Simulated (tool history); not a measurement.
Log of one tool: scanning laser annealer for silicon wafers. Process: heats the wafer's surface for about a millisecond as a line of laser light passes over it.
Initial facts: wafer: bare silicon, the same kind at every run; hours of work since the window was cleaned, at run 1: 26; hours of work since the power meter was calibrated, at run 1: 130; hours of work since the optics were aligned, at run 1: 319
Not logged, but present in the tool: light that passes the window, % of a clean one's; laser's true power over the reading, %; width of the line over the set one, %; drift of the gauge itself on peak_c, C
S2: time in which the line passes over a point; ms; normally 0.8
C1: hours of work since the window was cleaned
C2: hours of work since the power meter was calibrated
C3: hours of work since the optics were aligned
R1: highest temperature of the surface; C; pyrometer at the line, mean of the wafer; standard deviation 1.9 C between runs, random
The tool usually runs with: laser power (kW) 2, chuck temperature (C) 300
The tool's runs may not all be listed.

run 1 day=0 | laser_power_(kW)=2 S2=0.8 chuck_temperature_(C)=300 | C1=26 C2=130 C3=319 | R1=1083
run 2 day=0.317 | laser_power_(kW)=2 S2=0.8 chuck_temperature_(C)=300 | C1=31 C2=135 C3=324 | R1=1082
run 3 day=0.712 | laser_power_(kW)=1.707 S2=0.8 chuck_temperature_(C)=300 | C1=37 C2=142 C3=331 | R1=963
run 4 day=1.096 | laser_power_(kW)=1.91 S2=0.8 chuck_temperature_(C)=300 | C1=43 C2=148 C3=337 | R1=1045
run 5 day=1.438 | laser_power_(kW)=1.91 S2=0.8 chuck_temperature_(C)=300 | C1=49 C2=153 C3=343 | R1=1041
run 6 day=1.717 | laser_power_(kW)=1.91 S2=0.8 chuck_temperature_(C)=300 | C1=53 C2=158 C3=347 | R1=1039
run 7 day=2 | laser_power_(kW)=2 S2=0.594 chuck_temperature_(C)=300 | C1=58 C2=162 C3=352 | R1=976
run 8 day=2.358 | laser_power_(kW)=2 S2=0.594 chuck_temperature_(C)=300 | C1=64 C2=168 C3=357 | R1=978
run 9 day=2.704 | laser_power_(kW)=2 S2=0.594 chuck_temperature_(C)=300 | C1=69 C2=174 C3=363 | R1=975
run 10 day=3.075 | laser_power_(kW)=1.89 S2=0.8 chuck_temperature_(C)=300 | C1=75 C2=180 C3=369 | R1=1029
run 11 day=3.362 | laser_power_(kW)=1.775 S2=0.8 chuck_temperature_(C)=300 | C1=80 C2=185 C3=374 | R1=984
run 12 day=3.871 | laser_power_(kW)=1.775 S2=0.8 chuck_temperature_(C)=300 | C1=88 C2=193 C3=382 | R1=984
run 13 day=4.367 | laser_power_(kW)=2 S2=0.8 chuck_temperature_(C)=300 | C1=96 C2=201 C3=390 | R1=1068
run 14 day=4.646 | laser_power_(kW)=1.893 S2=0.8 chuck_temperature_(C)=300 | C1=101 C2=205 C3=394 | R1=1027
run 15 day=4.917 | laser_power_(kW)=1.893 S2=0.8 chuck_temperature_(C)=300 | C1=105 C2=210 C3=399 | R1=1027
run 16 day=5.133 | laser_power_(kW)=1.893 S2=0.8 chuck_temperature_(C)=300 | C1=109 C2=213 C3=402 | R1=1024
run 17 day=5.558 | laser_power_(kW)=1.893 S2=0.8 chuck_temperature_(C)=300 | C1=115 C2=220 C3=409 | R1=1025
run 18 day=5.958 | laser_power_(kW)=2 S2=0.8 chuck_temperature_(C)=300 | C1=122 C2=227 C3=416 | R1=1067
-- day=6.075 window over the wafer cleaned
run 19 day=6.542 | laser_power_(kW)=2 S2=0.8 chuck_temperature_(C)=303 | C1=8 C2=235 C3=424 | R1=1060
run 20 day=6.829 | laser_power_(kW)=2 S2=0.8 chuck_temperature_(C)=303 | C1=12 C2=239 C3=428 | R1=1062
run 21 day=7.058 | laser_power_(kW)=2 S2=0.8 chuck_temperature_(C)=303 | C1=16 C2=243 C3=432 | R1=1061
run 22 day=7.346 | laser_power_(kW)=2 S2=0.576 chuck_temperature_(C)=300 | C1=21 C2=248 C3=437 | R1=952
run 23 day=7.642 | laser_power_(kW)=2.096 S2=0.696 chuck_temperature_(C)=329 | C1=25 C2=252 C3=442 | R1=1076
run 24 day=8 | laser_power_(kW)=2.187 S2=0.57 chuck_temperature_(C)=300 | C1=31 C2=258 C3=447 | R1=1007
-- day=8.312 window over the wafer cleaned, once more
run 25 day=8.567 | laser_power_(kW)=2.187 S2=0.57 chuck_temperature_(C)=300 | C1=4 C2=266 C3=455 | R1=1034
run 26 day=9.021 | laser_power_(kW)=1.859 S2=0.624 chuck_temperature_(C)=300 | C1=11 C2=273 C3=463 | R1=947
run 27 day=9.3 | laser_power_(kW)=2.118 S2=0.696 chuck_temperature_(C)=300 | C1=16 C2=278 C3=467 | R1=1074
run 28 day=9.704 | laser_power_(kW)=2.191 S2=0.696 chuck_temperature_(C)=317 | C1=23 C2=285 C3=474 | R1=1116
run 29 day=10.142 | laser_power_(kW)=2.191 S2=0.696 chuck_temperature_(C)=317 | C1=30 C2=292 C3=481 | R1=1117
run 30 day=10.496 | laser_power_(kW)=2.191 S2=0.696 chuck_temperature_(C)=317 | C1=35 C2=297 C3=486 | R1=1113
run 31 day=10.825 | laser_power_(kW)=2 S2=0.845 chuck_temperature_(C)=315 | C1=41 C2=303 C3=492 | R1=1105
run 32 day=11.292 | laser_power_(kW)=2 S2=0.845 chuck_temperature_(C)=315 | C1=48 C2=310 C3=499 | R1=1108
run 33 day=11.621 | laser_power_(kW)=1.943 S2=0.738 chuck_temperature_(C)=304 | C1=54 C2=316 C3=505 | R1=1024
run 34 day=12.054 | laser_power_(kW)=1.794 S2=0.81 chuck_temperature_(C)=276 | C1=61 C2=323 C3=512 | R1=969
run 35 day=12.521 | laser_power_(kW)=1.849 S2=0.966 chuck_temperature_(C)=265 | C1=68 C2=330 C3=519 | R1=1041
run 36 day=12.854 | laser_power_(kW)=1.849 S2=0.966 chuck_temperature_(C)=265 | C1=74 C2=335 C3=525 | R1=1038
run 37 day=13.267 | laser_power_(kW)=2.147 S2=0.737 chuck_temperature_(C)=266 | C1=80 C2=342 C3=531 | R1=1058
run 38 day=13.696 | laser_power_(kW)=2.147 S2=0.737 chuck_temperature_(C)=266 | C1=87 C2=349 C3=538 | R1=1059
run 39 day=14.117 | laser_power_(kW)=2.147 S2=0.737 chuck_temperature_(C)=266 | C1=94 C2=356 C3=545 | R1=1059
run 40 day=14.483 | laser_power_(kW)=2.156 S2=0.568 chuck_temperature_(C)=269 | C1=100 C2=362 C3=551 | R1=973
run 41 day=14.692 | laser_power_(kW)=2.156 S2=0.568 chuck_temperature_(C)=269 | C1=103 C2=365 C3=554 | R1=972

Across each entry between runs, compare the hidden state at the last listed run before it with the hidden state at the first listed run after it:
Runs 18 to 19: window over the wafer cleaned (day 6.075)
  light that passes the window, % of a clean one's: 97.62 -> 97.11; width of the line over the set one, %: 1.55 -> 1.58
  measured minus no-state result, R1: -22 -> -27 C
Runs 24 to 25: window over the wafer cleaned, once more (day 8.312)
  light that passes the window, % of a clean one's: 96.66 -> 99.53; laser's true power over the reading, %: 0.43 -> 0.44; width of the line over the set one, %: 1.67 -> 1.7
  measured minus no-state result, R1: -29 -> -7 C

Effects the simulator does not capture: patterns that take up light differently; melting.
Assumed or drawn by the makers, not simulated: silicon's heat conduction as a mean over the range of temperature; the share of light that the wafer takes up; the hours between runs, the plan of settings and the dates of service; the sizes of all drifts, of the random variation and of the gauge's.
